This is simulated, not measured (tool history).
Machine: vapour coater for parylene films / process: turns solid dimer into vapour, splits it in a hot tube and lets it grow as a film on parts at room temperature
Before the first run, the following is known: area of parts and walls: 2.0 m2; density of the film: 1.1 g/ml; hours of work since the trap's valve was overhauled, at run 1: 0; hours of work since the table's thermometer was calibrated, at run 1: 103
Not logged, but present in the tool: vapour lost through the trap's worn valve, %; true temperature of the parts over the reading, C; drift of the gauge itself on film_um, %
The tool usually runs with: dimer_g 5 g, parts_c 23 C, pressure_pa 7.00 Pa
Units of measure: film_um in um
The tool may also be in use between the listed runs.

run	day	dimer_g	parts_c	pressure_pa	hours of work since the trap's valve was overhauled	hours of work since the table's thermometer was calibrated	film_um
1	0.000	5	23	7.00	0	103	1.020
2	0.550	5	23	7.00	12	115	1.019
3	1.100	5	23	7.00	23	127	1.022
4	1.400	5	23	7.00	30	133	1.021
5	2.058	5	23	7.00	44	147	1.020
6	2.367	5	23	7.00	50	154	1.018
7	2.971	5	23	7.00	63	167	1.030
8	3.575	5	23	7.00	76	180	1.014
9	4.096	5	23	7.00	87	191	1.016
10	4.475	5	32	7.00	96	199	0.786
11	5.125	5	23	7.00	109	213	1.018
12	5.746	5	23	7.00	123	226	1.012
13	6.096	5	23	7.00	130	233	1.005
14	6.779	5	23	7.00	145	248	1.016
15	7.321	5	23	7.00	156	260	0.996
16	8.017	5	23	7.00	171	274	1.007
17	8.588	5	23	7.00	183	287	1.006
18	9.258	5	23	7.00	198	301	1.008
# day 9.371: table's thermometer calibrated
19	9.629	5	23	7.00	205	6	1.016
20	9.979	5	23	7.00	212	13	1.008
21	10.554	5	18	7.00	224	25	1.153
22	11.079	5	18	7.00	236	37	1.161
23	11.450	5	18	3.94	244	44	1.190
24	12.142	5	23	3.13	258	59	1.048
25	12.650	4	25	3.49	269	70	0.777
26	13.238	4	25	9.99	282	83	0.742
# day 13.562: table's thermometer calibrated, once more
27	13.921	4	25	9.99	295	8	0.731
28	14.571	5	23	7.33	309	21	0.988
29	15.029	5	18	4.41	319	31	1.175
30	15.483	7	34	4.41	329	41	1.030
31	16.050	7	34	4.41	341	53	1.035
32	16.754	3	28	5.08	356	68	0.521
33	17.429	3	28	5.08	370	82	0.523
34	18.092	5	23	2.44	384	97	1.037
35	18.638	5	23	8.72	396	108	0.970
36	19.096	5	23	8.72	406	118	0.967
37	19.667	9	31	8.72	418	130	1.383
38	20.008	9	21	3.42	425	138	1.936
39	20.504	9	21	3.42	436	148	1.941
40	21.150	7	19	4.28	450	162	1.572
41	21.725	7	26	4.97	462	174	1.279
42	22.283	2	23	7.00	474	186	0.392
43	22.679	3	25	7.00	482	195	0.554
44	23.104	5	23	7.00	491	204	0.976
45	23.712	5	16	7.00	504	217	1.190
46	24.383	4	23	5.36	519	231	0.784
47	25.008	4	23	5.36	532	244	0.800

Alternative continuations, all from the tool just after run 47; predict every row:
# day 25.617: trap's valve overhauled
A	25.858	5	23	5.62	5	259	?
# day 25.617: trap's valve overhauled
B	25.858	5	17	9.30	5	259	?
# day 25.617: trap's valve overhauled
C	25.858	3	23	6.90	5	259	?

run	film_um
A	1.023
B	1.187
C	0.608
The same runs, with their run-to-run variation unchanged, on a tool lacking any hidden condition would have given:
run	film_um
A	1.025
B	1.189
C	0.609
